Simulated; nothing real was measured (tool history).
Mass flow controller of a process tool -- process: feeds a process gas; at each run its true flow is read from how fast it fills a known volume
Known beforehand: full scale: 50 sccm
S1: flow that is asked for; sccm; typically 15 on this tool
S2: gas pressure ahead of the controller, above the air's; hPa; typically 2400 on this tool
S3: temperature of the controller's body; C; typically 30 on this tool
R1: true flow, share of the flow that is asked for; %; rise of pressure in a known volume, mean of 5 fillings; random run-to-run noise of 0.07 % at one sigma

Run 1, hour 0: usual settings. Result: R1 98.69 %.
Run 2, hour 80.9: usual settings but S3 33 C. Result: R1 99.07 %.
Run 3, hour 142.7: usual settings but S1 10 sccm, S3 33 C. Result: R1 98.69 %.
Run 4, hour 195.9: usual settings but S1 10 sccm, S3 33 C. Result: R1 98.75 %.
Run 5, hour 284.4: usual settings but S1 10 sccm, S3 33 C. Result: R1 98.73 %.
Run 6, hour 354.7: usual settings but S1 10 sccm, S3 33 C. Result: R1 98.76 %.
Run 7, hour 450.8: usual settings but S1 10 sccm, S3 33 C. Result: R1 98.76 %.
Run 8, hour 503.3: usual settings but S1 10 sccm, S3 33 C. Result: R1 98.79 %.
Run 9, hour 555.5: usual settings but S1 10 sccm, S3 33 C. Result: R1 98.78 %.
Run 10, hour 631.2: usual settings. Result: R1 98.66 %.
Run 11, hour 727.1: usual settings but S2 2710 hPa. Result: R1 98.38 %.
Run 12, hour 797.3: usual settings. Result: R1 98.49 %.
Run 13, hour 889.1: usual settings. Result: R1 98.41 %.
Run 14, hour 974.3: usual settings but S2 1900 hPa. Result: R1 98.76 %.
Run 15, hour 1026.3: usual settings but S2 1900 hPa. Result: R1 98.7 %.
Run 16, hour 1076.6: usual settings. Result: R1 98.38 %.
Run 17, hour 1153.7: usual settings. Result: R1 98.32 %.
Run 18, hour 1240.4: usual settings but S3 29 C. Result: R1 98.38 %.
Run 19, hour 1281.9: usual settings but S3 29 C. Result: R1 98.19 %.
Run 20, hour 1342.8: usual settings but S3 29 C. Result: R1 98.18 %.
Run 21, hour 1412.5: usual settings. Result: R1 98.29 %.
Run 22, hour 1483.9: usual settings. Result: R1 98.27 %.
Run 23, hour 1553.5: usual settings. Result: R1 98.18 %.
Run 24, hour 1600.7: usual settings. Result: R1 98.38 %.
Run 25, hour 1678.2: usual settings but S2 2790 hPa, S3 29 C. Result: R1 98.01 %.
Run 26, hour 1747.6: usual settings but S1 34 sccm, S2 2490 hPa, S3 28 C. Result: R1 98.64 %.

What does the tool deliver on the next run?
Run 27, hour 1805.4: usual settings but S1 12 sccm, S2 2020 hPa, S3 35 C. Result: R1 ?.

{"run 27": {"R1": 98.69}}
Had the tool carried no hidden state, the very same run would have given R1 99.28 %.
